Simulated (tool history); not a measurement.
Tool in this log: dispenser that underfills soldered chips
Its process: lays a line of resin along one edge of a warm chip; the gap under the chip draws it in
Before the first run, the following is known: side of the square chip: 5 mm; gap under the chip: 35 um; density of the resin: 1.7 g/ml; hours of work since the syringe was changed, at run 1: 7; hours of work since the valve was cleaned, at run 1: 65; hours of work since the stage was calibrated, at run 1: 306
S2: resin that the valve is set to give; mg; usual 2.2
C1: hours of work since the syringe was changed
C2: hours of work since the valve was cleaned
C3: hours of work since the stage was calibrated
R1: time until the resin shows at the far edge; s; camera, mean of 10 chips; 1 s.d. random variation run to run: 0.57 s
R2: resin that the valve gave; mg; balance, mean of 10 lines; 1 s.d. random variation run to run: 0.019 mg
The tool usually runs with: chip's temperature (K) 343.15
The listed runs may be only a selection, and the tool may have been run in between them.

Run 1, hour 0: usual settings; C1 7; C2 65; C3 306. Result: R1 65.1 s, R2 2.11 mg.
At hour 4.1: new syringe of resin.
At hour 16.4: new syringe of resin.
Run 2, hour 16.4: usual settings; C1 0; C2 78; C3 318. Result: R1 44.8 s, R2 2.06 mg.
Run 3, hour 24.4: usual settings; C1 6; C2 84; C3 325. Result: R1 62.1 s, R2 2.07 mg.
At hour 28.2: new syringe of resin.
At hour 40.2: dispensing valve cleaned and set on the balance.
Run 4, hour 40.6: usual settings; C1 9; C2 0; C3 336. Result: R1 70.7 s, R2 2.2 mg.
At hour 42.3: new syringe of resin.
Run 5, hour 49.8: usual settings; C1 6; C2 7; C3 343. Result: R1 61.8 s, R2 2.18 mg.
At hour 54.3: new syringe of resin.
At hour 66.6: new syringe of resin.
Run 6, hour 66.6: usual settings; C1 0; C2 20; C3 356. Result: R1 45.6 s, R2 2.19 mg.
Run 7, hour 76.7: usual settings; C1 8; C2 28; C3 364. Result: R1 68 s, R2 2.16 mg.
At hour 78.5: new syringe of resin.
Run 8, hour 86.6: usual settings; C1 6; C2 36; C3 372. Result: R1 62.6 s, R2 2.1 mg.
At hour 91.6: new syringe of resin.
Run 9, hour 97.6: usual settings but S2 2.53 mg; C1 5; C2 44; C3 380. Result: R1 55.5 s, R2 2.45 mg.
At hour 103.8: new syringe of resin.
Run 10, hour 113.8: usual settings but S2 2.53 mg; C1 8; C2 56; C3 392. Result: R1 64.2 s, R2 2.45 mg.
At hour 116.4: new syringe of resin.
Run 11, hour 124.9: usual settings but S2 2.53 mg; C1 7; C2 65; C3 401. Result: R1 64.2 s, R2 2.41 mg.
At hour 129.6: new syringe of resin.
Run 12, hour 135.2: usual settings but S2 1.98 mg; C1 4; C2 73; C3 409. Result: R1 58.3 s, R2 1.85 mg.
At hour 142.2: new syringe of resin.
Run 13, hour 144.7: usual settings but S2 1.98 mg; C1 2; C2 80; C3 416. Result: R1 51.8 s, R2 1.88 mg.
At hour 154: new syringe of resin.
Run 14, hour 161.5: usual settings; C1 6; C2 93; C3 429. Result: R1 61 s, R2 2.01 mg.
At hour 164.9: dispensing valve cleaned and set on the balance.
At hour 168: new syringe of resin.
Run 15, hour 173.2: usual settings; C1 4; C2 6; C3 437. Result: R1 53.4 s, R2 2.16 mg.
At hour 180.1: new syringe of resin.
Run 16, hour 187.3: usual settings; C1 6; C2 17; C3 448. Result: R1 59.6 s, R2 2.17 mg.
At hour 192.5: new syringe of resin.
Run 17, hour 201.6: usual settings but chip's temperature (K) 353.15, S2 2.33 mg; C1 7; C2 28; C3 459. Result: R1 40.3 s, R2 2.27 mg.
At hour 205.6: new syringe of resin.
Run 18, hour 215.7: usual settings but S2 2.13 mg; C1 8; C2 39; C3 470. Result: R1 67.3 s, R2 2.05 mg.
At hour 217.9: new syringe of resin.
Run 19, hour 224.6: usual settings but chip's temperature (K) 334.15, S2 2.34 mg; C1 5; C2 46; C3 477. Result: R1 89.2 s, R2 2.27 mg.
At hour 230.4: new syringe of resin.
Run 20, hour 234.4: usual settings but chip's temperature (K) 334.15, S2 2.37 mg; C1 3; C2 53; C3 484. Result: R1 77.7 s, R2 2.29 mg.
At hour 243.5: new syringe of resin.
Run 21, hour 249.8: usual settings but chip's temperature (K) 334.15, S2 2.37 mg; C1 5; C2 65; C3 496. Result: R1 85.5 s, R2 2.24 mg.
At hour 255.8: new syringe of resin.
Run 22, hour 263.9: usual settings but chip's temperature (K) 334.15, S2 2.37 mg; C1 6; C2 76; C3 507. Result: R1 90.7 s, R2 2.24 mg.
At hour 268.2: new syringe of resin.
Run 23, hour 278.4: usual settings but chip's temperature (K) 334.15, S2 2.37 mg; C1 8; C2 87; C3 518. Result: R1 101.8 s, R2 2.23 mg.
At hour 280: new syringe of resin.
Run 24, hour 288.3: usual settings but chip's temperature (K) 334.15, S2 2.37 mg; C1 6; C2 95; C3 525. Result: R1 95 s, R2 2.18 mg.
At hour 290.4: dispensing valve cleaned and set on the balance.
At hour 293.5: new syringe of resin.
Run 25, hour 299.5: usual settings but chip's temperature (K) 347.15, S2 2.28 mg; C1 5; C2 7; C3 533. Result: R1 44.7 s, R2 2.26 mg.
At hour 306.4: new syringe of resin.
Run 26, hour 310.1: usual settings but chip's temperature (K) 347.15, S2 2.28 mg; C1 3; C2 15; C3 541. Result: R1 41.2 s, R2 2.24 mg.
At hour 318.4: new syringe of resin.
Run 27, hour 322.2: usual settings but chip's temperature (K) 347.15, S2 2.56 mg; C1 3; C2 24; C3 550. Result: R1 40.6 s, R2 2.55 mg.
At hour 330.2: new syringe of resin.
Run 28, hour 330.2: usual settings but chip's temperature (K) 334.15, S2 2.19 mg; C1 0; C2 30; C3 557. Result: R1 67.1 s, R2 2.13 mg.

Subtracting, for every run, the result it would have given without the tool's unlogged condition from the measured result gives the following. The same run-to-run variation enters both numbers; the gauge's scatter may not:
What the log doesn't record here: resin's viscosity, % of fresh resin's; dose that the valve gives, % of what is set; true chip temperature over the reading, C; drift of the gauge itself on fill_s, %; drift of the gauge itself on given_mg, %.
run     R1     R2
  1  +16.3  -0.11
  2   -2.8  -0.12
  3  +14.2  -0.14
  4  +22.9     +0
  5  +12.8  -0.02
  6   -2.9  -0.03
  7  +19.7  -0.05
  8  +13.9  -0.06
  9   +8.9  -0.09
 10    +17  -0.11
 11  +15.5  -0.12
 12   +8.5  -0.11
 13   +1.6  -0.11
 14  +12.5  -0.15
 15   +5.6  -0.02
 16  +10.8  -0.04
 17   +9.7  -0.05
 18    +18  -0.06
 19  +14.5  -0.09
 20   +3.8   -0.1
 21  +11.2  -0.12
 22  +16.9  -0.14
 23  +26.8  -0.16
 24  +19.4  -0.17
 25   +4.6  -0.01
 26   +1.9  -0.02
 27   +1.5  -0.04
 28   -7.1  -0.05
